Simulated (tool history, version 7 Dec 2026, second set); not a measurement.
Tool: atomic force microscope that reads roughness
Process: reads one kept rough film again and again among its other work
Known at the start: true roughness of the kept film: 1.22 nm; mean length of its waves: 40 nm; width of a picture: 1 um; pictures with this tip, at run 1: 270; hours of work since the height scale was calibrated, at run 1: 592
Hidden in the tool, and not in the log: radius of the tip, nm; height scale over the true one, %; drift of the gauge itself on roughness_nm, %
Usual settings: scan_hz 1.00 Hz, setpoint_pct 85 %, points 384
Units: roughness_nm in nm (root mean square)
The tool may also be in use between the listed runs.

run,hour,scan_hz,setpoint_pct,points,pictures with this tip,hours of work since the height scale was calibrated,roughness_nm
1,0.0,1.00,85,384,270,592,1.013
2,28.0,1.00,85,384,315,609,1.008
# hour 52.3: new tip fitted
3,70.4,1.00,85,384,30,634,1.072
4,92.6,1.00,67,384,66,647,1.113
5,134.0,1.00,67,384,133,672,1.099
6,156.7,1.00,67,384,170,685,1.092
7,193.4,1.00,67,384,230,707,1.067
8,222.9,1.00,67,384,278,725,1.061
9,255.4,1.00,67,384,331,744,1.053
# hour 270.0: new tip fitted
10,290.5,1.00,67,384,33,765,1.118
11,318.5,0.64,67,384,79,782,1.129
12,343.5,1.00,57,384,120,797,1.125
13,371.7,1.00,85,384,166,814,1.031
14,412.0,1.00,85,384,231,838,1.015
15,445.2,1.00,85,384,286,857,1.002
16,466.2,1.00,85,384,320,870,0.989
# hour 488.8: new tip fitted
17,509.2,1.00,85,446,33,895,1.056
18,550.3,1.00,85,868,100,920,1.056
19,573.0,1.44,65,683,137,934,1.097
20,611.6,1.44,65,683,200,957,1.066
21,643.2,1.00,85,258,251,976,1.006
22,680.5,3.07,85,280,312,998,0.843
# hour 708.1: new tip fitted
23,714.2,3.07,85,280,10,1018,0.904
24,738.7,3.07,85,280,50,1032,0.905
25,757.9,3.07,85,280,81,1044,0.886
26,789.9,3.07,85,280,134,1063,0.882
27,817.7,3.07,62,911,179,1080,1.038
28,858.8,3.77,60,979,246,1104,1.019
29,892.4,2.97,83,922,301,1124,0.879
30,918.7,2.97,83,922,344,1140,0.874
# hour 926.6: new tip fitted
31,937.4,3.45,74,384,17,1151,0.985
32,972.8,0.81,64,980,75,1172,1.123
33,1000.3,0.81,61,980,120,1188,1.114
34,1036.1,2.87,82,980,178,1210,0.909

4 ways to go on from here, each from the tool as it stands after run 34. What would each give?
A,1061.7,0.94,85,384,220,1225,?
B,1061.7,1.18,78,956,220,1225,?
C,1061.7,0.83,85,980,220,1225,?
D,1061.7,3.47,82,530,220,1225,?

run,roughness_nm
A,1.025
B,1.029
C,1.036
D,0.875
Without the tool's hidden state the same runs would have given:
run,roughness_nm
A,1.096
B,1.101
C,1.108
D,0.936
